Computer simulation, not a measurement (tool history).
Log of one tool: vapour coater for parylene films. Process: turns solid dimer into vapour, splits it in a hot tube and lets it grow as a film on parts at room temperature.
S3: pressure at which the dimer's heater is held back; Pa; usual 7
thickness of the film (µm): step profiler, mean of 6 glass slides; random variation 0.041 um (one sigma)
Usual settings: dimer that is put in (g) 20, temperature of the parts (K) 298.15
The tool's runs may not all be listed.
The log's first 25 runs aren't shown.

{"run": 26, "day": 29.3, "dimer that is put in (g)": 18, "temperature of the parts (K)": 298.15, "S3": 3.17, "thickness of the film (µm)": 7.06}
{"run": 27, "day": 30.688, "dimer that is put in (g)": 10, "temperature of the parts (K)": 292.15, "S3": 7, "thickness of the film (µm)": 4.18}
{"run": 28, "day": 31.75, "dimer that is put in (g)": 10, "temperature of the parts (K)": 292.15, "S3": 7, "thickness of the film (µm)": 4.17}
{"run": 29, "day": 32.429, "dimer that is put in (g)": 10, "temperature of the parts (K)": 305.15, "S3": 4.89, "thickness of the film (µm)": 2.66}
{"run": 30, "day": 33.421, "dimer that is put in (g)": 10, "temperature of the parts (K)": 305.15, "S3": 4.89, "thickness of the film (µm)": 2.64}
{"run": 31, "day": 35.008, "dimer that is put in (g)": 10, "temperature of the parts (K)": 305.15, "S3": 4.89, "thickness of the film (µm)": 2.65}
{"run": 32, "day": 36.208, "dimer that is put in (g)": 25, "temperature of the parts (K)": 308.15, "S3": 7, "thickness of the film (µm)": 5.45}
{"run": 33, "day": 37.846, "dimer that is put in (g)": 25, "temperature of the parts (K)": 308.15, "S3": 7, "thickness of the film (µm)": 5.49}
{"run": 34, "day": 39.046, "dimer that is put in (g)": 10, "temperature of the parts (K)": 298.15, "S3": 10.5, "thickness of the film (µm)": 2.98}
{"run": 35, "day": 40.246, "dimer that is put in (g)": 10, "temperature of the parts (K)": 298.15, "S3": 10.5, "thickness of the film (µm)": 2.95}
{"run": 36, "day": 41.571, "dimer that is put in (g)": 20, "temperature of the parts (K)": 303.15, "S3": 8.3, "thickness of the film (µm)": 5.17}
{"run": 37, "day": 42.65, "dimer that is put in (g)": 20, "temperature of the parts (K)": 303.15, "S3": 8.3, "thickness of the film (µm)": 5.09}
{"run": 38, "day": 43.812, "dimer that is put in (g)": 30, "temperature of the parts (K)": 303.15, "S3": 6.93, "thickness of the film (µm)": 7.99}
{"run": 39, "day": 45.371, "dimer that is put in (g)": 11, "temperature of the parts (K)": 298.15, "S3": 7, "thickness of the film (µm)": 3.57}
{"run": 40, "day": 46.458, "dimer that is put in (g)": 11, "temperature of the parts (K)": 298.15, "S3": 7, "thickness of the film (µm)": 3.65}
{"run": 41, "day": 47.358, "dimer that is put in (g)": 11, "temperature of the parts (K)": 292.15, "S3": 7, "thickness of the film (µm)": 4.56}
{"run": 42, "day": 48.488, "dimer that is put in (g)": 11, "temperature of the parts (K)": 292.15, "S3": 7, "thickness of the film (µm)": 4.59}
{"run": 43, "day": 49.192, "dimer that is put in (g)": 20, "temperature of the parts (K)": 290.15, "S3": 7, "thickness of the film (µm)": 9.11}

Run 44 comes next. What will it give?
{"run": 44, "day": 50.175, "dimer that is put in (g)": 18, "temperature of the parts (K)": 296.15, "S3": 7, "thickness of the film (µm)": "?"}

Run 44 gave thickness of the film (µm) 6.33.
Without the tool's hidden state the same run would have given thickness of the film (µm) 6.37.
